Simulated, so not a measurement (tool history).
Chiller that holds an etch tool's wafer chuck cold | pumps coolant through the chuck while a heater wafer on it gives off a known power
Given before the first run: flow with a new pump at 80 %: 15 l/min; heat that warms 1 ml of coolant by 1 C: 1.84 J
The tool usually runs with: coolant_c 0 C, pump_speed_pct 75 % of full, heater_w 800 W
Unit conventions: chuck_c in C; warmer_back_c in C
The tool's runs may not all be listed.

run 1 hour=0 | coolant_c=0 pump_speed_pct=75 heater_w=800 | chuck_c=5.1 warmer_back_c=1.84
run 2 hour=20.5 | coolant_c=0 pump_speed_pct=75 heater_w=800 | chuck_c=5.1 warmer_back_c=1.84
run 3 hour=39.7 | coolant_c=0 pump_speed_pct=75 heater_w=800 | chuck_c=5.5 warmer_back_c=1.87
run 4 hour=60.1 | coolant_c=0 pump_speed_pct=75 heater_w=800 | chuck_c=5.1 warmer_back_c=1.84
run 5 hour=81.6 | coolant_c=0 pump_speed_pct=68 heater_w=800 | chuck_c=5.6 warmer_back_c=2.02
run 6 hour=100.9 | coolant_c=0 pump_speed_pct=68 heater_w=800 | chuck_c=5.7 warmer_back_c=2.11
run 7 hour=120.2 | coolant_c=0 pump_speed_pct=68 heater_w=800 | chuck_c=5.6 warmer_back_c=2.13
run 8 hour=140.2 | coolant_c=-9 pump_speed_pct=75 heater_w=800 | chuck_c=-3.7 warmer_back_c=1.87
run 9 hour=161.1 | coolant_c=0 pump_speed_pct=74 heater_w=1166 | chuck_c=7.4 warmer_back_c=2.78
run 10 hour=193.1 | coolant_c=0 pump_speed_pct=74 heater_w=1131 | chuck_c=7.4 warmer_back_c=2.84
run 11 hour=219.9 | coolant_c=0 pump_speed_pct=66 heater_w=800 | chuck_c=5.7 warmer_back_c=2.2
run 12 hour=237.7 | coolant_c=1 pump_speed_pct=66 heater_w=850 | chuck_c=7 warmer_back_c=2.37
run 13 hour=251.7 | coolant_c=6 pump_speed_pct=83 heater_w=893 | chuck_c=11.5 warmer_back_c=1.97

What if the next run were any one of these 5? Each begins from the tool's condition after run 13:
run A hour=275.9 | coolant_c=6 pump_speed_pct=63 heater_w=893 | chuck_c=? warmer_back_c=?
run B hour=275.9 | coolant_c=-1 pump_speed_pct=87 heater_w=608 | chuck_c=? warmer_back_c=?
run C hour=275.9 | coolant_c=0 pump_speed_pct=75 heater_w=553 | chuck_c=? warmer_back_c=?
run D hour=275.9 | coolant_c=1 pump_speed_pct=83 heater_w=594 | chuck_c=? warmer_back_c=?
run E hour=275.9 | coolant_c=3 pump_speed_pct=99 heater_w=800 | chuck_c=? warmer_back_c=?

run=A chuck_c=12.6 warmer_back_c=2.63
run=B chuck_c=2.4 warmer_back_c=1.38
run=C chuck_c=3.5 warmer_back_c=1.5
run=D chuck_c=4.5 warmer_back_c=1.42
run=E chuck_c=7 warmer_back_c=1.64
Without the tool's unlogged condition, the same runs would have read:
run=A chuck_c=12.6 warmer_back_c=2.46
run=B chuck_c=2.4 warmer_back_c=1.21
run=C chuck_c=3.5 warmer_back_c=1.33
run=D chuck_c=4.4 warmer_back_c=1.25
run=E chuck_c=7 warmer_back_c=1.48
